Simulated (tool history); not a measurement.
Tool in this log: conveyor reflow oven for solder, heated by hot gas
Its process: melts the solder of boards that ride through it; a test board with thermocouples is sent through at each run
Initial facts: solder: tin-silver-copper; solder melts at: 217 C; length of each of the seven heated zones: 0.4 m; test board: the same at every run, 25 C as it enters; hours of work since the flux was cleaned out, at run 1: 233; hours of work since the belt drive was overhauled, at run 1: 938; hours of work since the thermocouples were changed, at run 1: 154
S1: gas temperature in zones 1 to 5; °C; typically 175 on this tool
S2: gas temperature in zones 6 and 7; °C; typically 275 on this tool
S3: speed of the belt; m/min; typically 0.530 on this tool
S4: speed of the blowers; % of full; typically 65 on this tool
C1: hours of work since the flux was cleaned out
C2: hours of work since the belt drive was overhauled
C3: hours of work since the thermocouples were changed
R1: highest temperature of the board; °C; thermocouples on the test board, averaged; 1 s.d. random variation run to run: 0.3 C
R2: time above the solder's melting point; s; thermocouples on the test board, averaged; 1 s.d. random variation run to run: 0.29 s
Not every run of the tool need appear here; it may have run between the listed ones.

{"run": 1, "hour": 0.0, "S1": 175, "S2": 275, "S3": 0.53, "S4": 65, "C1": 233, "C2": 938, "C3": 154, "R1": 251.0, "R2": 65.9}
{"run": 2, "hour": 55.9, "S1": 175, "S2": 275, "S3": 0.53, "S4": 65, "C1": 269, "C2": 975, "C3": 190, "R1": 250.4, "R2": 65.6}
{"run": 3, "hour": 99.3, "S1": 175, "S2": 275, "S3": 0.53, "S4": 65, "C1": 297, "C2": 1003, "C3": 218, "R1": 250.1, "R2": 65.0}
{"run": 4, "hour": 168.8, "S1": 175, "S2": 275, "S3": 0.53, "S4": 65, "C1": 343, "C2": 1048, "C3": 264, "R1": 249.8, "R2": 64.4}
{"run": 5, "hour": 211.3, "S1": 175, "S2": 275, "S3": 0.53, "S4": 65, "C1": 370, "C2": 1076, "C3": 291, "R1": 249.0, "R2": 63.8}
{"hour": 232.9, "done": "flux residue cleaned out of gas plates and filters"}
{"run": 6, "hour": 254.3, "S1": 175, "S2": 275, "S3": 0.53, "S4": 65, "C1": 14, "C2": 1101, "C3": 316, "R1": 253.1, "R2": 68.7}
{"run": 7, "hour": 321.2, "S1": 175, "S2": 275, "S3": 0.53, "S4": 50, "C1": 58, "C2": 1145, "C3": 360, "R1": 248.5, "R2": 63.7}
{"run": 8, "hour": 375.9, "S1": 175, "S2": 275, "S3": 0.53, "S4": 50, "C1": 93, "C2": 1180, "C3": 395, "R1": 248.3, "R2": 63.7}
{"run": 9, "hour": 417.1, "S1": 175, "S2": 286, "S3": 0.53, "S4": 50, "C1": 120, "C2": 1207, "C3": 422, "R1": 257.6, "R2": 71.7}
{"hour": 450.2, "done": "belt drive overhauled, speed set with a stopwatch"}
{"run": 10, "hour": 451.9, "S1": 175, "S2": 286, "S3": 0.53, "S4": 50, "C1": 140, "C2": 1, "C3": 442, "R1": 256.8, "R2": 71.9}
{"run": 11, "hour": 495.3, "S1": 175, "S2": 275, "S3": 0.53, "S4": 71, "C1": 168, "C2": 29, "C3": 471, "R1": 253.3, "R2": 68.9}
{"run": 12, "hour": 527.9, "S1": 175, "S2": 275, "S3": 0.576, "S4": 65, "C1": 190, "C2": 51, "C3": 492, "R1": 248.2, "R2": 57.3}
{"run": 13, "hour": 576.1, "S1": 175, "S2": 275, "S3": 0.53, "S4": 65, "C1": 221, "C2": 82, "C3": 523, "R1": 250.7, "R2": 66.8}
{"run": 14, "hour": 615.4, "S1": 175, "S2": 275, "S3": 0.53, "S4": 65, "C1": 247, "C2": 108, "C3": 549, "R1": 250.4, "R2": 66.7}
{"run": 15, "hour": 675.9, "S1": 175, "S2": 275, "S3": 0.53, "S4": 65, "C1": 286, "C2": 147, "C3": 588, "R1": 249.9, "R2": 66.1}
{"run": 16, "hour": 723.2, "S1": 173, "S2": 275, "S3": 0.53, "S4": 65, "C1": 317, "C2": 178, "C3": 619, "R1": 249.1, "R2": 64.6}
{"run": 17, "hour": 771.7, "S1": 173, "S2": 289, "S3": 0.53, "S4": 72, "C1": 349, "C2": 210, "C3": 651, "R1": 261.6, "R2": 74.9}
{"run": 18, "hour": 817.8, "S1": 175, "S2": 290, "S3": 0.53, "S4": 65, "C1": 379, "C2": 240, "C3": 681, "R1": 261.0, "R2": 75.7}
{"hour": 828.8, "done": "flux residue cleaned out of gas plates and filters"}
{"hour": 857.4, "done": "belt drive overhauled, speed set with a stopwatch, once more"}
{"run": 19, "hour": 883.2, "S1": 179, "S2": 275, "S3": 0.504, "S4": 54, "C1": 33, "C2": 17, "C3": 718, "R1": 251.5, "R2": 71.2}
{"run": 20, "hour": 945.0, "S1": 175, "S2": 272, "S3": 0.604, "S4": 88, "C1": 73, "C2": 57, "C3": 758, "R1": 248.1, "R2": 54.6}
{"run": 21, "hour": 1002.4, "S1": 187, "S2": 270, "S3": 0.43, "S4": 69, "C1": 111, "C2": 95, "C3": 795, "R1": 255.7, "R2": 95.4}
{"run": 22, "hour": 1051.7, "S1": 183, "S2": 278, "S3": 0.501, "S4": 77, "C1": 143, "C2": 127, "C3": 828, "R1": 258.6, "R2": 80.3}
{"run": 23, "hour": 1083.8, "S1": 170, "S2": 278, "S3": 0.468, "S4": 70, "C1": 164, "C2": 148, "C3": 848, "R1": 257.1, "R2": 78.7}
{"run": 24, "hour": 1114.6, "S1": 163, "S2": 275, "S3": 0.53, "S4": 55, "C1": 184, "C2": 168, "C3": 869, "R1": 244.6, "R2": 52.9}
{"run": 25, "hour": 1154.3, "S1": 163, "S2": 275, "S3": 0.53, "S4": 55, "C1": 210, "C2": 194, "C3": 894, "R1": 244.1, "R2": 52.6}
{"run": 26, "hour": 1202.3, "S1": 177, "S2": 280, "S3": 0.53, "S4": 81, "C1": 241, "C2": 225, "C3": 926, "R1": 256.4, "R2": 71.5}
{"run": 27, "hour": 1253.6, "S1": 166, "S2": 263, "S3": 0.563, "S4": 59, "C1": 274, "C2": 258, "C3": 959, "R1": 232.7, "R2": 35.8}
{"hour": 1288.8, "done": "thermocouples of zones 6 and 7 changed"}
{"run": 28, "hour": 1300.7, "S1": 171, "S2": 263, "S3": 0.563, "S4": 62, "C1": 304, "C2": 288, "C3": 8, "R1": 236.5, "R2": 42.6}
{"run": 29, "hour": 1350.7, "S1": 171, "S2": 263, "S3": 0.606, "S4": 62, "C1": 336, "C2": 320, "C3": 40, "R1": 233.7, "R2": 34.5}

A few steps of R1 between consecutive runs. Split each: what settings, incoming material and random variation would produce without the hidden state, and what is left over for the hidden state, along with gauge scatter present in only one of the two compared results (measured, and without hidden state):
Hidden conditions of the tool in this case: heat that the gas passes to the board, % of a clean oven's; belt's true speed, % of the reading; true gas temperature in zones 6 and 7 over the reading, C; drift of the gauge itself on peak_c, C; drift of the gauge itself on liquid_s, %.
Run 5 -> 6: flux residue cleaned out of gas plates and filters. R1 +4.1 °C: hidden state +4.1, all else +0.0.
Run 16 -> 17: S2 275 -> 289, S4 65 -> 72. R1 +12.5 °C: hidden state -0.8, all else +13.3.
Run 18 -> 19: S1 175 -> 179, S2 290 -> 275, S3 0.530 -> 0.504, S4 65 -> 54, flux residue cleaned out of gas plates and filters, belt drive overhauled, speed set with a stopwatch, once more. R1 -9.5 °C: hidden state +3.3, all else -12.8.
Run 26 -> 27: S1 177 -> 166, S2 280 -> 263, S3 0.530 -> 0.563, S4 81 -> 59. R1 -23.7 °C: hidden state -0.3, all else -23.4.
